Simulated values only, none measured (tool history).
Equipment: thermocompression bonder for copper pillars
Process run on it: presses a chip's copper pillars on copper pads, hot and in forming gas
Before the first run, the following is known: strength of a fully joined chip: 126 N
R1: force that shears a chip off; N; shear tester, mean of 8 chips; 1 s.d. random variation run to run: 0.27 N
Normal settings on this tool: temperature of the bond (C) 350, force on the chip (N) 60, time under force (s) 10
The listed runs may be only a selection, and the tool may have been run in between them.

{"run": 1, "hour": 0.0, "temperature of the bond (C)": 350, "force on the chip (N)": 60, "time under force (s)": 10, "R1": 47.2}
{"run": 2, "hour": 61.2, "temperature of the bond (C)": 350, "force on the chip (N)": 60, "time under force (s)": 10, "R1": 46.6}
{"run": 3, "hour": 114.4, "temperature of the bond (C)": 350, "force on the chip (N)": 60, "time under force (s)": 15, "R1": 54.7}
{"run": 4, "hour": 149.8, "temperature of the bond (C)": 350, "force on the chip (N)": 60, "time under force (s)": 15, "R1": 54.4}
{"run": 5, "hour": 187.4, "temperature of the bond (C)": 350, "force on the chip (N)": 60, "time under force (s)": 15, "R1": 53.4}
{"hour": 197.1, "done": "forming gas filter changed"}
{"run": 6, "hour": 246.3, "temperature of the bond (C)": 350, "force on the chip (N)": 60, "time under force (s)": 10, "R1": 46.9}
{"run": 7, "hour": 302.8, "temperature of the bond (C)": 350, "force on the chip (N)": 60, "time under force (s)": 10, "R1": 46.3}
{"run": 8, "hour": 371.1, "temperature of the bond (C)": 351, "force on the chip (N)": 60, "time under force (s)": 10, "R1": 47.1}
{"run": 9, "hour": 414.9, "temperature of the bond (C)": 351, "force on the chip (N)": 60, "time under force (s)": 10, "R1": 46.2}
{"run": 10, "hour": 459.5, "temperature of the bond (C)": 350, "force on the chip (N)": 60, "time under force (s)": 10, "R1": 45.8}
{"run": 11, "hour": 518.3, "temperature of the bond (C)": 350, "force on the chip (N)": 60, "time under force (s)": 10, "R1": 45.6}
{"hour": 524.7, "done": "forming gas filter changed"}
{"run": 12, "hour": 584.0, "temperature of the bond (C)": 350, "force on the chip (N)": 60, "time under force (s)": 10, "R1": 46.1}
{"run": 13, "hour": 625.6, "temperature of the bond (C)": 350, "force on the chip (N)": 60, "time under force (s)": 10, "R1": 46.2}
{"run": 14, "hour": 670.9, "temperature of the bond (C)": 379, "force on the chip (N)": 60, "time under force (s)": 10, "R1": 56.7}
{"run": 15, "hour": 705.9, "temperature of the bond (C)": 350, "force on the chip (N)": 60, "time under force (s)": 10, "R1": 46.3}
{"run": 16, "hour": 752.8, "temperature of the bond (C)": 350, "force on the chip (N)": 60, "time under force (s)": 10, "R1": 46.0}
{"hour": 797.4, "done": "heater calibrated with a thermocouple chip"}
{"run": 17, "hour": 815.6, "temperature of the bond (C)": 350, "force on the chip (N)": 60, "time under force (s)": 10, "R1": 46.5}
{"hour": 852.1, "done": "forming gas filter changed"}
{"run": 18, "hour": 852.8, "temperature of the bond (C)": 335, "force on the chip (N)": 49, "time under force (s)": 22, "R1": 51.8}
{"run": 19, "hour": 917.0, "temperature of the bond (C)": 335, "force on the chip (N)": 48, "time under force (s)": 6, "R1": 29.7}
{"run": 20, "hour": 980.8, "temperature of the bond (C)": 335, "force on the chip (N)": 48, "time under force (s)": 8, "R1": 33.5}
{"run": 21, "hour": 1019.0, "temperature of the bond (C)": 367, "force on the chip (N)": 76, "time under force (s)": 10, "R1": 60.5}
{"run": 22, "hour": 1085.7, "temperature of the bond (C)": 321, "force on the chip (N)": 42, "time under force (s)": 14, "R1": 33.9}

For run 23, what comes out?
{"run": 23, "hour": 1121.8, "temperature of the bond (C)": 321, "force on the chip (N)": 42, "time under force (s)": 14, "R1": "?"}

{"run 23": {"R1": 33.7}}
The same run, on a tool lacking any hidden state, would have yielded R1 35.4 N.
